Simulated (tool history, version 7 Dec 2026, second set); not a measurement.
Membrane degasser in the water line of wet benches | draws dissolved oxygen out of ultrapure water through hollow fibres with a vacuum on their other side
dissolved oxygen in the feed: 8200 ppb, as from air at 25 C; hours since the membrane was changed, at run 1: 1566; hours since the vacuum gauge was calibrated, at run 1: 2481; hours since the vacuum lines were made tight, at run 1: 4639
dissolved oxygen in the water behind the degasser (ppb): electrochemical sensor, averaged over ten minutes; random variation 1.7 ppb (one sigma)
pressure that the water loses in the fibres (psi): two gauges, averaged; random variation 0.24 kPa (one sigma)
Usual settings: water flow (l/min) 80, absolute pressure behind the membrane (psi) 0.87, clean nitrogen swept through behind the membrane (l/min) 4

run    hour  water flow (l/min)  absolute pressure behind the membrane (psi)  clean nitrogen swept through behind the membrane (l/min)  hours since the membrane was changed  hours since the vacuum gauge was calibrated  hours since the vacuum lines were made tight  dissolved oxygen in the water behind the degasser (ppb)  pressure that the water loses in the fibres (psi)
  1       0                  80                                         0.87                                                         4                                  1566                                         2481                                          4639                                                    195.9                                              9.905
  2      28                  80                                         0.87                                                         4                                  1594                                         2509                                          4667                                                    199.6                                              9.932
  3    51.1                  80                                         0.87                                                         4                                  1617                                         2532                                          4690                                                    199.5                                              9.822
  4    95.7                  80                                         0.87                                                         4                                  1661                                         2577                                          4734                                                    197.8                                               9.85
  5   137.2                  80                                         0.87                                                         4                                  1703                                         2618                                          4776                                                    196.8                                              9.929
  6   183.4                  80                                         0.87                                                         4                                  1749                                         2665                                          4822                                                    195.8                                              9.864
  7   206.2                  80                                        1.482                                                         4                                  1772                                         2687                                          4845                                                    368.4                                              9.899
  8   251.7                  80                                        1.482                                                         4                                  1817                                         2733                                          4891                                                    378.7                                              9.971
  9   295.1                  80                                        1.482                                                         4                                  1861                                         2776                                          4934                                                    373.4                                              9.937
 10     318                  80                                        1.482                                                      3.21                                  1884                                         2799                                          4957                                                    442.2                                              9.854
      322.7  -- vacuum gauge calibrated
 11   342.3                  80                                        1.482                                                      3.21                                  1908                                           20                                          4981                                                    437.5                                              9.979
 12   367.8                  80                                        1.482                                                      3.21                                  1933                                           45                                          5006                                                    437.8                                              9.909
 13   402.9                  80                                        1.482                                                      1.95                                  1968                                           80                                          5041                                                    621.4                                              9.897
 14   444.2                  80                                         0.87                                                         4                                  2009                                          122                                          5083                                                      200                                              9.921
 15   475.7                  80                                         0.87                                                         4                                  2041                                          153                                          5114                                                    197.9                                              9.864
 16   521.3                  80                                         0.87                                                         4                                  2087                                          199                                          5160                                                    201.3                                              9.855
 17   563.4                  76                                        0.706                                                      2.65                                  2129                                          241                                          5202                                                    170.9                                              9.398
 18     586                  76                                        0.706                                                      2.65                                  2151                                          263                                          5224                                                    171.8                                              9.393
      592.7  -- vacuum gauge calibrated, once more
 19   622.8                  96                                        0.706                                                     11.27                                  2188                                           30                                          5261                                                      167                                             11.942
 20   669.8                  96                                        0.706                                                     11.27                                  2235                                           77                                          5308                                                    166.9                                              11.95
 21   696.2                  96                                        0.706                                                     11.27                                  2261                                          104                                          5334                                                    163.8                                             11.892
 22   743.9                  96                                        0.706                                                     11.27                                  2309                                          151                                          5382                                                    164.3                                             11.884
 23   765.8                  88                                        0.828                                                     11.27                                  2331                                          173                                          5404                                                    143.3                                              10.86
 24   791.2                  88                                        0.828                                                     11.27                                  2356                                          199                                          5429                                                    147.3                                             10.949
 25   816.6                  88                                        0.892                                                     11.27                                  2381                                          224                                          5454                                                    154.7                                              10.93
 26   849.5                 113                                        0.892                                                     11.27                                  2414                                          257                                          5487                                                      281                                             14.006
 27   879.2                 113                                        0.892                                                     11.27                                  2444                                          286                                          5517                                                    281.4                                             14.124
 28   903.2                  57                                        0.892                                                     11.27                                  2468                                          311                                          5541                                                     54.5                                                7.1
 29   932.3                  80                                        2.055                                                      6.39                                  2497                                          340                                          5570                                                    379.4                                               9.96
 30   963.1                  80                                        0.663                                                      2.39                                  2528                                          370                                          5601                                                    161.4                                              9.955
 31  1001.5                  80                                        1.005                                                      2.34                                  2566                                          409                                          5639                                                    324.3                                              9.964

5 ways to go on from here, each from the tool as it stands after run 31. What would each give?
  A  1048                 121                                         0.87                                                      1.79                                  2613                                          455                                          5686                                                        ?                                                  ?
  B  1048                  64                                         0.87                                                         4                                  2613                                          455                                          5686                                                        ?                                                  ?
  C  1048                  64                                        1.223                                                      11.9                                  2613                                          455                                          5686                                                        ?                                                  ?
  D  1048                 114                                        1.658                                                         4                                  2613                                          455                                          5686                                                        ?                                                  ?
  E  1048                  69                                        0.872                                                      2.82                                  2613                                          455                                          5686                                                        ?                                                  ?

run  dissolved oxygen in the water behind the degasser (ppb)  pressure that the water loses in the fibres (psi)
  A                                                    563.9                                             15.023
  B                                                    131.3                                              8.006
  C                                                      100                                              7.935
  D                                                    672.1                                              14.15
  E                                                    187.8                                              8.559
Without the tool's hidden state the same runs would have given:
run  dissolved oxygen in the water behind the degasser (ppb)  pressure that the water loses in the fibres (psi)
  A                                                    549.1                                             14.717
  B                                                    128.2                                              7.845
  C                                                     96.5                                              7.774
  D                                                    658.1                                             13.864
  E                                                      184                                              8.386
